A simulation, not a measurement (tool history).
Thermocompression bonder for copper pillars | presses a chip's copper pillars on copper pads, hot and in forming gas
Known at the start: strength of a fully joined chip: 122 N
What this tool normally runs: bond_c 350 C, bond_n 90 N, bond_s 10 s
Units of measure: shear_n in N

run	hour	bond_c	bond_n	bond_s	shear_n
1	0	350	90	10	59.3
2	21.3	350	90	10	65.8
3	33	350	90	10	64.1
4	60.4	350	133	10	88.8
5	81.5	350	133	10	87.4
6	103.9	329	90	10	49.7
7	117.9	329	90	10	50
8	138.9	329	90	10	49.9
9	161.5	350	90	10	60.7
10	177.3	350	90	10	60.1
11	202.1	350	88	10	57.9
12	225.6	350	90	17	76.2
13	244.9	350	90	17	76.3
14	256.4	350	59	10	39.7
15	273.7	350	59	10	39.3
16	298.4	350	59	10	38.4
17	314.7	350	59	10	39.2
18	337.4	323	90	10	45.8
19	355.9	350	90	10	59.6
20	369	350	91	10	60.8
21	395.3	342	60	7	30.4
22	413.8	351	58	15	46.8
23	435.1	351	121	15	92.1
24	462.4	366	78	23	80.2
25	482.5	366	78	23	81
26	501.3	366	58	10	44.9
27	514	366	111	11	86.1
28	527	369	90	17	84
29	551.5	333	81	17	53.7
30	563.5	333	81	14	50
31	591	368	81	14	68.6
32	605.8	368	81	14	75.3
33	631.8	368	81	14	73.8
34	655.2	368	81	14	73
35	672.4	348	91	23	77.8
36	695.2	348	91	7	53.2
37	708	361	111	14	85.5
38	722.7	361	111	14	86.4
39	746.8	335	114	19	77.4

Taken out of this log: 6 entries between the listed runs. Where each belongs, and how the hidden state differs across it:
In the gap between runs 1 and 2: forming gas filter changed (hour 20.7)
  true temperature of the bond over the reading, C: -0.2 -> -0.1; force that reaches the chip, % of what is set: 98.9 -> 98.8; oxide that the forming gas leaves, % of the face: 9.67 -> 0.57
  what was measured, less what the result would be without the hidden state, shear_n: -6.8 -> -0.9 N
In the gap between runs 11 and 12: forming gas filter changed (hour 212.6)
  true temperature of the bond over the reading, C: 0.9 -> 1; force that reaches the chip, % of what is set: 97.8 -> 97.7; oxide that the forming gas leaves, % of the face: 9.73 -> 1.3
  what was measured, less what the result would be without the hidden state, shear_n: -6.7 -> -1.5 N
In the gap between runs 21 and 22: forming gas filter changed (hour 404.9)
  true temperature of the bond over the reading, C: 1.9 -> 2; force that reaches the chip, % of what is set: 96.9 -> 96.8; oxide that the forming gas leaves, % of the face: 10.03 -> 1.11
  what was measured, less what the result would be without the hidden state, shear_n: -3.7 -> -1.1 N
In the gap between runs 23 and 24: heater calibrated with a thermocouple chip (hour 439.5)
  true temperature of the bond over the reading, C: 2.2 -> 3.1; force that reaches the chip, % of what is set: 96.7 -> 96.5; oxide that the forming gas leaves, % of the face: 2.25 -> 3.52
  what was measured, less what the result would be without the hidden state, shear_n: -2.5 -> -3 N
In the gap between runs 28 and 29: heater calibrated with a thermocouple chip, once more (hour 530.9)
  true temperature of the bond over the reading, C: 3.4 -> 0.2; force that reaches the chip, % of what is set: 96.2 -> 96.1; oxide that the forming gas leaves, % of the face: 6.75 -> 7.86
  what was measured, less what the result would be without the hidden state, shear_n: -6.2 -> -6.6 N
In the gap between runs 31 and 32: forming gas filter changed (hour 601)
  true temperature of the bond over the reading, C: 0.4 -> 0.5; force that reaches the chip, % of what is set: 95.9 -> 95.8; oxide that the forming gas leaves, % of the face: 9.87 -> 0.97
  what was measured, less what the result would be without the hidden state, shear_n: -9.7 -> -3 N
